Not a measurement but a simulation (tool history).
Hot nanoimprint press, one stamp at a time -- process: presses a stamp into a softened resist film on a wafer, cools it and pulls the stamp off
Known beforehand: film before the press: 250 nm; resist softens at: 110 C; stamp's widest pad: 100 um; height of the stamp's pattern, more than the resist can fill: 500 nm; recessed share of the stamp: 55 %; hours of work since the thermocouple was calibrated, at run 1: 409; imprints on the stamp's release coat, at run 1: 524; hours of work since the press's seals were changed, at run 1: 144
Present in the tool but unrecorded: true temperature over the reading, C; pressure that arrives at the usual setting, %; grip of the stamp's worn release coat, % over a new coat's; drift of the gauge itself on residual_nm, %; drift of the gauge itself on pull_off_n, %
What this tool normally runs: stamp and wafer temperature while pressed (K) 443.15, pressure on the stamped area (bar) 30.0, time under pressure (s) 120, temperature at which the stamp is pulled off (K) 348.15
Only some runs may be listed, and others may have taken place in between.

run    day  stamp and wafer temperature while pressed (K)  pressure on the stamped area (bar)  time under pressure (s)  temperature at which the stamp is pulled off (K)  hours of work since the thermocouple was calibrated  imprints on the stamp's release coat  hours of work since the press's seals were changed  resist left under the stamp's widest pad (nm)  greatest force while the stamp is pulled off (N)
  1  0.000                                         443.15                                30.0                      120                                            348.15                                                  409                                   524                                                 144                                          122.5                                               108
  2  0.454                                         443.15                                30.0                      120                                            348.15                                                  415                                   549                                                 150                                          123.8                                               112
  3  0.929                                         443.15                                30.0                      120                                            348.15                                                  421                                   576                                                 156                                          121.5                                               112
     1.096  -- plate thermocouple calibrated
  4  1.575                                         443.15                                30.0                      120                                            348.15                                                    6                                   605                                                 163                                          131.5                                               114
     2.267  -- stamp cleaned and given a new release coat
  5  2.267                                         443.15                                30.0                      120                                            348.15                                                   12                                     0                                                 169                                          128.4                                                99
  6  2.671                                         433.15                                18.2                       93                                            348.15                                                   17                                    22                                                 174                                          217.0                                                96
  7  3.138                                         445.15                                39.8                      233                                            346.15                                                   23                                    48                                                 180                                           80.2                                               103
  8  3.625                                         445.15                                32.1                      233                                            346.15                                                   30                                    76                                                 187                                           86.8                                               105
  9  4.033                                         445.15                                32.1                      233                                            346.15                                                   35                                    98                                                 192                                           87.8                                               107
 10  4.296                                         447.15                                43.0                       82                                            348.15                                                   38                                   113                                                 195                                          108.1                                                98

3 ways to go on from here, each from the tool as it stands after run 10. What would each give?
     4.625  -- plate thermocouple calibrated, once more
  A  4.750                                         446.15                                41.0                       79                                            348.15                                                    2                                   131                                                 200                                              ?                                                 ?
     4.625  -- plate thermocouple calibrated, once more
  B  4.750                                         432.15                                40.7                       66                                            348.15                                                    2                                   131                                                 200                                              ?                                                 ?
     4.625  -- plate thermocouple calibrated, once more
  C  4.750                                         443.15                                19.2                      166                                            346.15                                                    2                                   131                                                 200                                              ?                                                 ?

run  resist left under the stamp's widest pad (nm)  greatest force while the stamp is pulled off (N)
  A                                          103.6                                                96
  B                                          192.0                                                92
  C                                          119.3                                                99
Had the tool no hidden state, the same runs would have come out as:
run  resist left under the stamp's widest pad (nm)  greatest force while the stamp is pulled off (N)
  A                                          101.8                                                91
  B                                          190.3                                                88
  C                                          118.0                                                95
